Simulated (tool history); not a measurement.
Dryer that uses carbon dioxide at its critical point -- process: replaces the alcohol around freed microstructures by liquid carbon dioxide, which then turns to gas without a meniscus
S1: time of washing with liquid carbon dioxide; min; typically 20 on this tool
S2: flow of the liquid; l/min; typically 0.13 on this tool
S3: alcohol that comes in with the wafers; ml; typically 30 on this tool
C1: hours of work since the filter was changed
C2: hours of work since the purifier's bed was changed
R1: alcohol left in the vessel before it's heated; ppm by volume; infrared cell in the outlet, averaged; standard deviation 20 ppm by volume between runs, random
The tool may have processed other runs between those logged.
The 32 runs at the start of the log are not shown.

run	hour	S1	S2	S3	C1	C2	R1
33	259.5	13	0.098	78	127	319	28179
34	264.3	13	0.098	78	130	323	28856
35	275.6	13	0.124	78	139	331	18393
36	282.2	23	0.177	78	144	336	675
37	291.5	23	0.177	78	151	343	694
38	296.5	23	0.177	78	155	347	706
39	301.4	13	0.177	25	159	351	2420
40	311.4	13	0.177	25	166	358	2390
41	317.8	18	0.18	24	171	363	688
42	326.3	18	0.18	24	177	370	706
43	337.1	21	0.087	44	186	378	8836
44	346.4	18	0.168	43	193	385	1759
45	354	21	0.13	43	198	391	2769
46	362.8	12	0.13	43	205	397	12069

Here are 3 independent what-if runs from the current tool condition. What would each one return?
# hour 368.2: inlet filter changed
A	373.3	24	0.13	30	4	404	?
# hour 368.2: inlet filter changed
B	373.3	30	0.13	43	4	404	?
# hour 368.2: inlet filter changed
C	373.3	12	0.161	42	4	404	?

run	R1
A	628
B	304
C	4713
Stripped of hidden state, with their random variation kept, the same runs would have yielded:
run	R1
A	589
B	268
C	4635

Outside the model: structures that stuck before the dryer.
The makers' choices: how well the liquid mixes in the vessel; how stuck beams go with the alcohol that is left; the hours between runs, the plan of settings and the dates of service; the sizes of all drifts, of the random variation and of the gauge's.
